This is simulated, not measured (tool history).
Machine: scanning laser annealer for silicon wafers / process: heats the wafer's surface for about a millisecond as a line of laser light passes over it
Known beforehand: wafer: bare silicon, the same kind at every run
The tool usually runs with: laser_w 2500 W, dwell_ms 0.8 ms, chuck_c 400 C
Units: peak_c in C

run 1 hour=0 | laser_w=2500 dwell_ms=0.8 chuck_c=400 | peak_c=1171
run 2 hour=5.8 | laser_w=2500 dwell_ms=0.8 chuck_c=400 | peak_c=1169
run 3 hour=16.5 | laser_w=2500 dwell_ms=0.8 chuck_c=400 | peak_c=1174
run 4 hour=26.2 | laser_w=2500 dwell_ms=0.8 chuck_c=400 | peak_c=1172
run 5 hour=30.8 | laser_w=2500 dwell_ms=0.8 chuck_c=400 | peak_c=1173
run 6 hour=38.7 | laser_w=2500 dwell_ms=0.8 chuck_c=400 | peak_c=1174
run 7 hour=44.8 | laser_w=2500 dwell_ms=0.8 chuck_c=400 | peak_c=1170
run 8 hour=50.3 | laser_w=2500 dwell_ms=0.8 chuck_c=400 | peak_c=1170
run 9 hour=58.2 | laser_w=2500 dwell_ms=0.8 chuck_c=400 | peak_c=1176
run 10 hour=66.2 | laser_w=2500 dwell_ms=0.8 chuck_c=400 | peak_c=1169
run 11 hour=71.7 | laser_w=2500 dwell_ms=0.8 chuck_c=400 | peak_c=1169
run 12 hour=79.5 | laser_w=2457 dwell_ms=0.676 chuck_c=400 | peak_c=1088
run 13 hour=84.6 | laser_w=2457 dwell_ms=0.676 chuck_c=400 | peak_c=1090
run 14 hour=91.8 | laser_w=2500 dwell_ms=0.979 chuck_c=372 | peak_c=1238
run 15 hour=100.8 | laser_w=2500 dwell_ms=0.973 chuck_c=392 | peak_c=1252
run 16 hour=107.5 | laser_w=2500 dwell_ms=0.625 chuck_c=392 | peak_c=1058
run 17 hour=116.8 | laser_w=2363 dwell_ms=0.691 chuck_c=410 | peak_c=1082
run 18 hour=127.5 | laser_w=2519 dwell_ms=0.771 chuck_c=391 | peak_c=1149
run 19 hour=132.2 | laser_w=2519 dwell_ms=0.771 chuck_c=391 | peak_c=1148
run 20 hour=140.2 | laser_w=2168 dwell_ms=0.8 chuck_c=421 | peak_c=1094
run 21 hour=151.4 | laser_w=2574 dwell_ms=0.586 chuck_c=430 | peak_c=1087

What if the next run were any one of these 5? Each begins from the tool's condition after run 21:
run A hour=162.1 | laser_w=2169 dwell_ms=0.92 chuck_c=436 | peak_c=?
run B hour=162.1 | laser_w=2500 dwell_ms=0.8 chuck_c=398 | peak_c=?
run C hour=162.1 | laser_w=2574 dwell_ms=0.941 chuck_c=421 | peak_c=?
run D hour=162.1 | laser_w=2500 dwell_ms=0.653 chuck_c=400 | peak_c=?
run E hour=162.1 | laser_w=2576 dwell_ms=0.743 chuck_c=427 | peak_c=?

run=A peak_c=1165
run=B peak_c=1168
run=C peak_c=1294
run=D peak_c=1082
run=E peak_c=1183
The same runs, with their run-to-run variation unchanged, on a tool lacking any hidden condition would have given:
run=A peak_c=1170
run=B peak_c=1173
run=C peak_c=1300
run=D peak_c=1086
run=E peak_c=1189

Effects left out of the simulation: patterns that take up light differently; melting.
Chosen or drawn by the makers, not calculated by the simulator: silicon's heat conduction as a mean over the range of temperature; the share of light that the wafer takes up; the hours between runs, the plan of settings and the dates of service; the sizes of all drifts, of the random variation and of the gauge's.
